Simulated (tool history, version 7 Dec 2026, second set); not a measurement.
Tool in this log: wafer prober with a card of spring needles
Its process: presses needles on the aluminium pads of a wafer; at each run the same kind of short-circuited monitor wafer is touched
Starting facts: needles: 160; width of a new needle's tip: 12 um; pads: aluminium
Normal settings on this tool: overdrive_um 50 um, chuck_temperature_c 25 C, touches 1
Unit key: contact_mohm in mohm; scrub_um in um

run	hour	overdrive_um	chuck_temperature_c	touches	contact_mohm	scrub_um
1	0.0	50	25	1	150	12.48
# hour 9.6: tips cleaned on abrasive film
2	16.2	50	25	1	148	12.54
# hour 19.2: tips cleaned on abrasive film
3	27.0	50	25	1	152	12.52
# hour 29.0: tips cleaned on abrasive film
# hour 39.4: tips cleaned on abrasive film
4	42.6	50	25	1	152	12.57
# hour 50.0: tips cleaned on abrasive film
5	51.7	66	25	1	147	16.58
# hour 60.3: tips cleaned on abrasive film
# hour 63.9: height of the first contact set anew
6	68.0	66	25	1	149	16.58
# hour 70.1: tips cleaned on abrasive film
7	76.6	66	25	1	147	16.60
# hour 80.1: tips cleaned on abrasive film
# hour 89.6: tips cleaned on abrasive film
8	91.3	50	25	1	148	12.55
# hour 100.1: tips cleaned on abrasive film
9	107.7	50	25	2	152	12.59
# hour 110.3: tips cleaned on abrasive film
# hour 120.0: tips cleaned on abrasive film
10	121.1	50	25	1	151	12.58
11	128.7	50	25	1	152	12.51
# hour 130.3: tips cleaned on abrasive film
# hour 139.7: tips cleaned on abrasive film
12	144.4	50	47	1	154	12.57
# hour 150.0: tips cleaned on abrasive film
# hour 160.0: tips cleaned on abrasive film
13	160.1	50	47	1	156	12.56
# hour 170.3: tips cleaned on abrasive film
14	177.0	50	47	1	155	12.59
# hour 180.2: tips cleaned on abrasive film
15	186.9	42	103	2	171	10.55
# hour 190.6: tips cleaned on abrasive film
16	197.2	37	61	1	160	9.28
# hour 200.7: tips cleaned on abrasive film
17	209.9	37	61	1	160	9.27
# hour 211.0: tips cleaned on abrasive film
# hour 220.7: tips cleaned on abrasive film
18	225.1	50	37	1	152	12.48
# hour 230.9: tips cleaned on abrasive film
19	235.9	50	37	1	153	12.58
# hour 241.6: tips cleaned on abrasive film
20	243.1	50	37	1	152	12.50
# hour 251.5: tips cleaned on abrasive film
21	253.1	37	63	2	163	9.34
22	260.7	37	63	2	164	9.23
# hour 262.3: tips cleaned on abrasive film
23	268.3	35	27	2	155	8.70
# hour 271.8: tips cleaned on abrasive film
24	280.8	35	27	2	154	8.84
# hour 282.1: tips cleaned on abrasive film
# hour 292.3: tips cleaned on abrasive film
25	295.5	35	27	2	157	8.83

Each row is a separate what-if for the run after 25, all from the same tool condition, not one after another. Results?
# hour 302.2: tips cleaned on abrasive film
A	306.9	61	52	1	?	?
# hour 302.2: tips cleaned on abrasive film
B	306.9	53	25	2	?	?
# hour 302.2: tips cleaned on abrasive film
C	306.9	35	27	2	?	?
# hour 302.2: tips cleaned on abrasive film
D	306.9	35	27	2	?	?

run	contact_mohm	scrub_um
A	154	15.31
B	152	13.32
C	155	8.79
D	156	8.76
Stripped of hidden state, with their random variation kept, the same runs would have yielded:
run	contact_mohm	scrub_um
A	153	15.31
B	151	13.32
C	155	8.79
D	156	8.76
